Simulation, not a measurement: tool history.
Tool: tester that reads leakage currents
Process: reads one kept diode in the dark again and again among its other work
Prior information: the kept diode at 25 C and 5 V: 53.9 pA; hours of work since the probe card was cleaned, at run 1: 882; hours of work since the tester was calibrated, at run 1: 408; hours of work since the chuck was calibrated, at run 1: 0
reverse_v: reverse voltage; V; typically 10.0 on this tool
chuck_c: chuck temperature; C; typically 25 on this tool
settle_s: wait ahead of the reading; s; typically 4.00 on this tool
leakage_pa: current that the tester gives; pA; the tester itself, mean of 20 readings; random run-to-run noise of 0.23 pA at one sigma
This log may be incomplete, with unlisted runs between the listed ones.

| run | hour | reverse_v | chuck_c | settle_s | hours of work since the probe card was cleaned | hours of work since the tester was calibrated | hours of work since the chuck was calibrated | leakage_pa |
|---|---|---|---|---|---|---|---|---|
| 1 | 0.0 | 10.0 | 25 | 4.00 | 882 | 408 | 0 | 84.19 |
| 2 | 23.1 | 2.1 | 25 | 4.00 | 897 | 423 | 15 | 38.03 |
| 3 | 36.0 | 2.1 | 25 | 4.00 | 906 | 431 | 23 | 37.71 |
| 4 | 54.2 | 2.1 | 25 | 4.00 | 918 | 443 | 35 | 37.86 |
| 5 | 71.9 | 2.1 | 25 | 4.00 | 929 | 454 | 47 | 37.94 |
| 6 | 91.0 | 10.0 | 25 | 4.00 | 941 | 467 | 59 | 85.18 |
| 7 | 120.0 | 10.0 | 25 | 4.00 | 960 | 486 | 78 | 84.83 |
| 8 | 145.6 | 10.0 | 25 | 4.00 | 977 | 502 | 94 | 85.37 |
| 9 | 163.1 | 10.0 | 25 | 4.00 | 988 | 513 | 106 | 84.76 |
| 10 | 181.1 | 3.1 | 25 | 4.00 | 1000 | 525 | 117 | 45.88 |
| 11 | 210.0 | 3.1 | 39 | 4.00 | 1019 | 544 | 136 | 151.36 |
| 12 | 241.1 | 10.0 | 25 | 4.00 | 1039 | 564 | 156 | 85.94 |
| 13 | 266.4 | 10.0 | 25 | 6.06 | 1055 | 580 | 173 | 85.56 |
| 14 | 279.4 | 19.5 | 27 | 2.34 | 1064 | 589 | 181 | 145.60 |
| 15 | 297.6 | 19.5 | 27 | 2.34 | 1075 | 601 | 193 | 145.40 |
| 16 | 326.1 | 19.5 | 27 | 2.34 | 1094 | 619 | 211 | 145.41 |
| 17 | 341.3 | 1.8 | 27 | 5.53 | 1104 | 629 | 221 | 41.29 |
| 18 | 364.9 | 1.8 | 27 | 5.53 | 1119 | 644 | 236 | 41.62 |
| 19 | 389.1 | 2.0 | 32 | 5.53 | 1135 | 660 | 252 | 67.33 |
| 20 | 402.3 | 2.0 | 22 | 4.29 | 1143 | 668 | 261 | 28.32 |
| 21 | 416.5 | 2.2 | 44 | 7.61 | 1152 | 678 | 270 | 192.10 |
| 22 | 444.8 | 2.2 | 44 | 7.61 | 1171 | 696 | 288 | 192.62 |
| 23 | 470.6 | 2.8 | 25 | 4.00 | 1187 | 713 | 305 | 44.10 |
| 24 | 497.7 | 3.0 | 38 | 4.00 | 1205 | 730 | 322 | 135.62 |
| 25 | 517.4 | 10.0 | 25 | 9.51 | 1218 | 743 | 335 | 86.58 |
| 26 | 543.2 | 10.0 | 25 | 9.51 | 1234 | 760 | 352 | 86.62 |

Predict each of these 3 candidate next runs independently; none follows another, all start after run 26:
| A | 567.6 | 10.0 | 27 | 0.30 | 1250 | 776 | 368 | ? |
| B | 567.6 | 2.8 | 26 | 0.83 | 1250 | 776 | 368 | ? |
| C | 567.6 | 10.0 | 49 | 7.16 | 1250 | 776 | 368 | ? |

| run | leakage_pa |
|---|---|
| A | 104.91 |
| B | 47.87 |
| C | 585.02 |
The same runs, with their run-to-run variation unchanged, on a tool lacking any hidden condition would have given:
| run | leakage_pa |
|---|---|
| A | 93.62 |
| B | 45.49 |
| C | 589.97 |

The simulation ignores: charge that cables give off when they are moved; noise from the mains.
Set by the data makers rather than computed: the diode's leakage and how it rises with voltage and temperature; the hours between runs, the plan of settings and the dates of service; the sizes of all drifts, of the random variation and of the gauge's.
